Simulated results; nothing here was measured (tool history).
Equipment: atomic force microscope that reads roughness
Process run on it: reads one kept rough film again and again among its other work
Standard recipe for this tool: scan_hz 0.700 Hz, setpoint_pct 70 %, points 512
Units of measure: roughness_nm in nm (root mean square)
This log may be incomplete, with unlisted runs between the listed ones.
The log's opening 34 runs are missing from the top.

run    hour  scan_hz  setpoint_pct  points  roughness_nm
 35  1363.9    0.700            70     949         4.252
     1398.2  -- new tip fitted
 36  1408.9    0.700            71     932         4.306
 37  1454.0    0.700            58     512         4.352
 38  1498.4    0.700            58     512         4.323
     1539.2  -- new tip fitted
 39  1555.9    0.759            58     438         4.308
 40  1601.9    3.840            67     637         3.824
 41  1634.5    3.840            67     637         3.791
     1677.5  -- new tip fitted
 42  1692.1    1.780            70     383         4.081
 43  1721.7    1.780            70     383         4.033
 44  1760.6    1.780            70     383         4.041
 45  1794.3    0.700            70     652         4.248
     1817.6  -- new tip fitted
 46  1852.8    0.700            84     652         4.122
 47  1892.7    0.700            84     652         4.106
 48  1939.6    0.700            84     652         4.076
     1957.6  -- new tip fitted
 49  1965.3    1.670            60     261         4.151
 50  1996.5    0.700            84     512         4.141
 51  2048.4    0.700            84     512         4.112

Forecast each of these 4 alternatives for the next run:
  A  2082.5    1.584            73     293             ?
  B  2082.5    0.700            69     615             ?
  C  2082.5    2.015            80     307             ?
  D  2082.5    3.579            58     512             ?

run  roughness_nm
  A         3.998
  B         4.249
  C         3.701
  D         4.081
Without the tool's unlogged condition, the same runs would have read:
run  roughness_nm
  A         4.015
  B         4.267
  C         3.716
  D         4.099
